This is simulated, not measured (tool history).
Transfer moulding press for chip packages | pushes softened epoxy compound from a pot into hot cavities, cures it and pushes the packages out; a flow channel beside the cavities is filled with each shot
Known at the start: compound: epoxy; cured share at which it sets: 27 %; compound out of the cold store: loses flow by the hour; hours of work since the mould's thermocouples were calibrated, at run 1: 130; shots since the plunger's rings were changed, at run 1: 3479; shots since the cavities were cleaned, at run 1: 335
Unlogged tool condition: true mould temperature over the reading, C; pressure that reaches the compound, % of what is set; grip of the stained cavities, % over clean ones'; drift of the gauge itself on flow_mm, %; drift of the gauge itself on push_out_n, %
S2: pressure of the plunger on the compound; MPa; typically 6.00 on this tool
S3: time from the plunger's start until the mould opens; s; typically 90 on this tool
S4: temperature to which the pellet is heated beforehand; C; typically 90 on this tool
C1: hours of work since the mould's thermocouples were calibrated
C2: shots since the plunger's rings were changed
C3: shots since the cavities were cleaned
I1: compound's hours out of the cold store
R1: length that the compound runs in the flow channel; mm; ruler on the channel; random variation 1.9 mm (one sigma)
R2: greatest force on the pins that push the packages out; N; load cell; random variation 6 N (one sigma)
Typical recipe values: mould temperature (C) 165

run 1 hour=0.0 | mould_temperature_(C)=165 S2=6.00 S3=90 S4=90 | C1=130 C2=3479 C3=335 | I1=25.2 | R1=536 R2=225
-- hour=16.1 cavities cleaned with cleaning compound and waxed
run 2 hour=33.7 | mould_temperature_(C)=165 S2=6.00 S3=90 S4=83 | C1=152 C2=3886 C3=223 | I1=40.9 | R1=504 R2=230
-- hour=58.8 cavities cleaned with cleaning compound and waxed
run 3 hour=66.4 | mould_temperature_(C)=165 S2=6.00 S3=90 S4=83 | C1=174 C2=4279 C3=96 | I1=24.0 | R1=540 R2=231
-- hour=88.0 plunger's sealing rings changed
run 4 hour=96.3 | mould_temperature_(C)=165 S2=6.00 S3=90 S4=83 | C1=192 C2=105 C3=442 | I1=16.5 | R1=554 R2=233
-- hour=102.4 cavities cleaned with cleaning compound and waxed
run 5 hour=122.4 | mould_temperature_(C)=165 S2=6.00 S3=90 S4=87 | C1=209 C2=416 C3=253 | I1=39.4 | R1=511 R2=224
-- hour=143.8 cavities cleaned with cleaning compound and waxed
run 6 hour=148.8 | mould_temperature_(C)=165 S2=6.00 S3=90 S4=87 | C1=226 C2=730 C3=64 | I1=40.4 | R1=510 R2=232
run 7 hour=169.8 | mould_temperature_(C)=164 S2=5.22 S3=90 S4=90 | C1=241 C2=994 C3=328 | I1=34.4 | R1=486 R2=231
-- hour=184.4 cavities cleaned with cleaning compound and waxed
run 8 hour=192.1 | mould_temperature_(C)=162 S2=6.00 S3=90 S4=86 | C1=255 C2=1256 C3=96 | I1=40.2 | R1=513 R2=255
run 9 hour=220.4 | mould_temperature_(C)=162 S2=6.00 S3=90 S4=86 | C1=274 C2=1613 C3=453 | I1=17.9 | R1=551 R2=251
-- hour=226.7 cavities cleaned with cleaning compound and waxed
run 10 hour=240.6 | mould_temperature_(C)=162 S2=6.17 S3=81 S4=86 | C1=287 C2=1849 C3=174 | I1=36.1 | R1=525 R2=302
-- hour=268.2 cavities cleaned with cleaning compound and waxed
run 11 hour=269.8 | mould_temperature_(C)=163 S2=6.07 S3=87 S4=98 | C1=306 C2=2199 C3=20 | I1=24.0 | R1=544 R2=249

Forecast each of these 3 alternatives for the next run:
run A hour=305.2 | mould_temperature_(C)=170 S2=6.07 S3=121 S4=100 | C1=331 C2=2647 C3=468 | I1=30.5 | R1=? R2=?
run B hour=305.2 | mould_temperature_(C)=165 S2=5.63 S3=94 S4=85 | C1=331 C2=2647 C3=468 | I1=22.3 | R1=? R2=?
run C hour=305.2 | mould_temperature_(C)=169 S2=6.07 S3=76 S4=98 | C1=331 C2=2647 C3=468 | I1=26.6 | R1=? R2=?

run=A R1=521 R2=203
run=B R1=523 R2=217
run=C R1=532 R2=229
The same runs, with their run-to-run variation unchanged, on a tool lacking any hidden condition would have given:
run=A R1=522 R2=199
run=B R1=523 R2=213
run=C R1=532 R2=225
